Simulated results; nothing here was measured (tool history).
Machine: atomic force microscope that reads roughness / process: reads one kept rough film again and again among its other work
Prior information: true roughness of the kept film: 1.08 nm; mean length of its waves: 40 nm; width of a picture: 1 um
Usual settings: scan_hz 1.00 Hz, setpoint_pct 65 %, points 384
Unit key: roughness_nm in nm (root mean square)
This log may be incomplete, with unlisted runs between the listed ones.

Run 1, hour 0.0: usual settings. Result: roughness_nm 0.969 nm (root mean square).
At hour 5.9: new tip fitted.
Run 2, hour 32.6: usual settings. Result: roughness_nm 1.008 nm (root mean square).
Run 3, hour 53.8: usual settings. Result: roughness_nm 1.005 nm (root mean square).
Run 4, hour 76.9: usual settings. Result: roughness_nm 0.990 nm (root mean square).
Run 5, hour 107.1: usual settings. Result: roughness_nm 0.971 nm (root mean square).
At hour 131.8: new tip fitted.
Run 6, hour 143.8: usual settings. Result: roughness_nm 1.019 nm (root mean square).
Run 7, hour 172.9: usual settings. Result: roughness_nm 1.001 nm (root mean square).
Run 8, hour 195.5: usual settings but setpoint_pct 62 %. Result: roughness_nm 1.000 nm (root mean square).
Run 9, hour 214.8: usual settings but setpoint_pct 62 %. Result: roughness_nm 0.991 nm (root mean square).
Run 10, hour 235.9: usual settings but setpoint_pct 62 %. Result: roughness_nm 0.981 nm (root mean square).
Run 11, hour 254.6: usual settings but points 299. Result: roughness_nm 0.969 nm (root mean square).
At hour 258.0: new tip fitted.
Run 12, hour 282.7: usual settings but points 286. Result: roughness_nm 1.008 nm (root mean square).
Run 13, hour 297.3: usual settings but points 286. Result: roughness_nm 0.998 nm (root mean square).
Run 14, hour 322.1: usual settings but points 286. Result: roughness_nm 0.985 nm (root mean square).
Run 15, hour 351.3: usual settings but points 286. Result: roughness_nm 0.976 nm (root mean square).
At hour 383.5: new tip fitted.
Run 16, hour 385.8: usual settings but points 286. Result: roughness_nm 1.011 nm (root mean square).
Run 17, hour 421.5: usual settings but scan_hz 0.71 Hz, setpoint_pct 61 %, points 288. Result: roughness_nm 1.018 nm (root mean square).
Run 18, hour 453.5: usual settings but scan_hz 0.71 Hz, setpoint_pct 61 %, points 288. Result: roughness_nm 0.996 nm (root mean square).
Run 19, hour 473.7: usual settings but setpoint_pct 82 %, points 610. Result: roughness_nm 0.939 nm (root mean square).
Run 20, hour 491.9: usual settings but scan_hz 3.68 Hz, points 576. Result: roughness_nm 0.912 nm (root mean square).
At hour 510.9: new tip fitted.
Run 21, hour 517.3: usual settings but scan_hz 0.79 Hz. Result: roughness_nm 1.025 nm (root mean square).
Run 22, hour 541.8: usual settings but scan_hz 2.31 Hz, setpoint_pct 56 %. Result: roughness_nm 1.000 nm (root mean square).
Run 23, hour 567.7: usual settings but scan_hz 3.50 Hz, setpoint_pct 69 %, points 302. Result: roughness_nm 0.905 nm (root mean square).
Run 24, hour 587.9: usual settings but scan_hz 3.50 Hz, setpoint_pct 64 %, points 302. Result: roughness_nm 0.920 nm (root mean square).
Run 25, hour 617.7: usual settings but scan_hz 1.04 Hz, setpoint_pct 64 %, points 471. Result: roughness_nm 0.976 nm (root mean square).
At hour 637.0: new tip fitted.
Run 26, hour 650.7: usual settings but scan_hz 1.37 Hz, setpoint_pct 87 %, points 539. Result: roughness_nm 0.929 nm (root mean square).
Run 27, hour 683.1: usual settings but scan_hz 1.37 Hz, setpoint_pct 87 %, points 539. Result: roughness_nm 0.907 nm (root mean square).

Below are 5 alternative next runs, each starting from the tool's condition after run 27. Predict each:
Run A, hour 714.4: usual settings but scan_hz 0.72 Hz. Result: roughness_nm ?.
Run B, hour 714.4: usual settings but points 542. Result: roughness_nm ?.
Run C, hour 714.4: usual settings but scan_hz 1.75 Hz, setpoint_pct 88 %. Result: roughness_nm ?.
Run D, hour 714.4: usual settings but scan_hz 1.81 Hz, setpoint_pct 58 %, points 539. Result: roughness_nm ?.
Run E, hour 714.4: usual settings but scan_hz 3.11 Hz, setpoint_pct 67 %, points 263. Result: roughness_nm ?.

run  roughness_nm
  A         0.989
  B         0.986
  C         0.865
  D         0.984
  E         0.916
With the hidden condition removed and each run's random variation left untouched, the same runs would have given:
run  roughness_nm
  A         1.030
  B         1.027
  C         0.901
  D         1.024
  E         0.954
